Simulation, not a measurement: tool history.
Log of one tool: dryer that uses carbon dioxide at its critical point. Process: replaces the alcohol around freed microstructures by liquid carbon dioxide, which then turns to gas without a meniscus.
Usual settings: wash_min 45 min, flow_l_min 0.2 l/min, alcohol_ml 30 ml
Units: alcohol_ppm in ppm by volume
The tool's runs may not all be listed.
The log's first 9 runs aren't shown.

run   hour  wash_min  flow_l_min  alcohol_ml  hours of work since the filter was changed  hours of work since the purifier's bed was changed  alcohol_ppm
 10   61.5        45       0.165          30                                          57                                                 110           72
 11   67.2        45         0.2          30                                          61                                                 113           30
 12   71.2        45         0.2          30                                          63                                                 115           44
 13   78.8        45         0.2          30                                          67                                                 119           37
 14   82.9        45         0.2          30                                          70                                                 122           43
 15   87.7        45         0.2          30                                          72                                                 125           44
 16   94.9        45         0.2          30                                          77                                                 129           40
 17  103.6        45       0.306          30                                          82                                                 134           36
 18  112.4        51         0.2          30                                          87                                                 139           47
 19  118.4        69         0.2          34                                          90                                                 142           42
 20  125.9        69       0.142          34                                          94                                                 147           34
 21  134.5        69       0.142          34                                          99                                                 151           43
 22  143.9        63        0.15          22                                         105                                                 157           32
 23  153.3        36       0.163          22                                         110                                                 162          178
 24  158.9        36       0.298          22                                         113                                                 166           44
 25  166.1        45         0.2          30                                         118                                                 170           55
 26  175.3        45       0.208          47                                         123                                                 175           56
 27  180.9        53       0.155          30                                         126                                                 178           62
 28  185.6        53       0.155          30                                         129                                                 181           69
 29  194.2        69       0.125          30                                         134                                                 186           62
 30  202.5        69       0.125          30                                         139                                                 191           69
 31    212        47       0.303          84                                         144                                                 196           41
 32  217.7        40       0.137          46                                         147                                                 199          506

Forecast each of these 5 alternatives for the next run:
  A  225.5        57       0.135          30                                         152                                                 204            ?
  B  225.5        49       0.193          78                                         152                                                 204            ?
  C  225.5        41       0.206          81                                         152                                                 204            ?
  D  225.5        32       0.137          46                                         152                                                 204            ?
  E  225.5        40       0.155          67                                         152                                                 204            ?

run  alcohol_ppm
  A           91
  B           81
  C          107
  D         1215
  E          411
Without the tool's hidden state the same runs would have given:
run  alcohol_ppm
  A           33
  B           27
  C           39
  D          898
  E          255
